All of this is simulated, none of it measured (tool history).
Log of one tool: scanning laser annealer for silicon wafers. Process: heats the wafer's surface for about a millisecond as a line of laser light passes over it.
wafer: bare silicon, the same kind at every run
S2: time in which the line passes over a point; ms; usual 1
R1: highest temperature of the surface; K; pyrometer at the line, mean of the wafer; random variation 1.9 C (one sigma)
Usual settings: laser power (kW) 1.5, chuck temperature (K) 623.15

run 1 hour=0 | laser_power_(kW)=1.5 S2=1 chuck_temperature_(K)=623.15 | R1=1389.15
run 2 hour=13.3 | laser_power_(kW)=1.5 S2=1 chuck_temperature_(K)=623.15 | R1=1386.15
run 3 hour=26.9 | laser_power_(kW)=1.5 S2=1 chuck_temperature_(K)=623.15 | R1=1386.15
run 4 hour=35.1 | laser_power_(kW)=1.5 S2=1 chuck_temperature_(K)=623.15 | R1=1387.15
run 5 hour=43.2 | laser_power_(kW)=1.5 S2=1 chuck_temperature_(K)=628.15 | R1=1392.15
run 6 hour=57.4 | laser_power_(kW)=1.5 S2=1 chuck_temperature_(K)=623.15 | R1=1389.15
run 7 hour=65.9 | laser_power_(kW)=1.5 S2=1 chuck_temperature_(K)=623.15 | R1=1390.15
run 8 hour=76 | laser_power_(kW)=1.5 S2=1 chuck_temperature_(K)=623.15 | R1=1386.15
run 9 hour=83.1 | laser_power_(kW)=1.5 S2=0.74 chuck_temperature_(K)=623.15 | R1=1267.15
run 10 hour=93.1 | laser_power_(kW)=1.5 S2=1 chuck_temperature_(K)=623.15 | R1=1388.15
run 11 hour=100.8 | laser_power_(kW)=1.5 S2=1 chuck_temperature_(K)=623.15 | R1=1389.15
run 12 hour=108.8 | laser_power_(kW)=1.5 S2=1 chuck_temperature_(K)=623.15 | R1=1388.15
run 13 hour=119.4 | laser_power_(kW)=1.5 S2=1.16 chuck_temperature_(K)=623.15 | R1=1454.15
run 14 hour=131.9 | laser_power_(kW)=1.5 S2=1.16 chuck_temperature_(K)=623.15 | R1=1454.15
run 15 hour=145.3 | laser_power_(kW)=1.5 S2=1.16 chuck_temperature_(K)=623.15 | R1=1455.15
run 16 hour=157.7 | laser_power_(kW)=1.5 S2=1.16 chuck_temperature_(K)=623.15 | R1=1455.15
run 17 hour=172.7 | laser_power_(kW)=1.5 S2=1 chuck_temperature_(K)=623.15 | R1=1385.15
run 18 hour=182.1 | laser_power_(kW)=1.5 S2=1 chuck_temperature_(K)=623.15 | R1=1389.15
run 19 hour=193.3 | laser_power_(kW)=1.5 S2=1 chuck_temperature_(K)=623.15 | R1=1390.15
run 20 hour=201 | laser_power_(kW)=1.5 S2=1 chuck_temperature_(K)=623.15 | R1=1388.15
run 21 hour=215.4 | laser_power_(kW)=1.401 S2=0.72 chuck_temperature_(K)=588.15 | R1=1178.15
-- hour=220.1 window over the wafer cleaned
run 22 hour=229.8 | laser_power_(kW)=1.326 S2=0.79 chuck_temperature_(K)=588.15 | R1=1174.15
run 23 hour=241 | laser_power_(kW)=1.5 S2=0.93 chuck_temperature_(K)=590.15 | R1=1328.15
run 24 hour=254.6 | laser_power_(kW)=1.543 S2=1.19 chuck_temperature_(K)=622.15 | R1=1493.15
run 25 hour=267.8 | laser_power_(kW)=1.543 S2=1.19 chuck_temperature_(K)=622.15 | R1=1497.15
run 26 hour=281.8 | laser_power_(kW)=1.416 S2=1.19 chuck_temperature_(K)=622.15 | R1=1416.15
run 27 hour=291.3 | laser_power_(kW)=1.347 S2=0.9 chuck_temperature_(K)=621.15 | R1=1263.15
run 28 hour=302.4 | laser_power_(kW)=1.476 S2=0.9 chuck_temperature_(K)=621.15 | R1=1333.15
run 29 hour=309.4 | laser_power_(kW)=1.476 S2=0.9 chuck_temperature_(K)=621.15 | R1=1329.15
run 30 hour=322 | laser_power_(kW)=1.405 S2=1.15 chuck_temperature_(K)=604.15 | R1=1377.15
run 31 hour=335 | laser_power_(kW)=1.405 S2=1.15 chuck_temperature_(K)=604.15 | R1=1379.15
run 32 hour=342.9 | laser_power_(kW)=1.341 S2=1.15 chuck_temperature_(K)=589.15 | R1=1321.15
run 33 hour=349.9 | laser_power_(kW)=1.341 S2=1.15 chuck_temperature_(K)=589.15 | R1=1322.15
run 34 hour=363.9 | laser_power_(kW)=1.341 S2=1.15 chuck_temperature_(K)=589.15 | R1=1325.15
run 35 hour=372.8 | laser_power_(kW)=1.281 S2=1.07 chuck_temperature_(K)=601.15 | R1=1270.15
run 36 hour=385.5 | laser_power_(kW)=1.363 S2=0.88 chuck_temperature_(K)=636.15 | R1=1282.15
run 37 hour=398.8 | laser_power_(kW)=1.363 S2=0.88 chuck_temperature_(K)=636.15 | R1=1278.15
run 38 hour=412.3 | laser_power_(kW)=1.363 S2=0.71 chuck_temperature_(K)=584.15 | R1=1152.15
run 39 hour=426 | laser_power_(kW)=1.279 S2=0.71 chuck_temperature_(K)=584.15 | R1=1116.15
run 40 hour=438 | laser_power_(kW)=1.44 S2=1.07 chuck_temperature_(K)=611.15 | R1=1376.15

Forecast each of these 4 alternatives for the next run:
run A hour=444.9 | laser_power_(kW)=1.587 S2=1.15 chuck_temperature_(K)=586.15 | R1=?
run B hour=444.9 | laser_power_(kW)=1.378 S2=1 chuck_temperature_(K)=623.15 | R1=?
run C hour=444.9 | laser_power_(kW)=1.5 S2=0.76 chuck_temperature_(K)=623.15 | R1=?
run D hour=444.9 | laser_power_(kW)=1.606 S2=1 chuck_temperature_(K)=630.15 | R1=?

run=A R1=1466.15
run=B R1=1322.15
run=C R1=1282.15
run=D R1=1453.15
Without the tool's hidden state the same runs would have given:
run=A R1=1466.15
run=B R1=1322.15
run=C R1=1283.15
run=D R1=1454.15
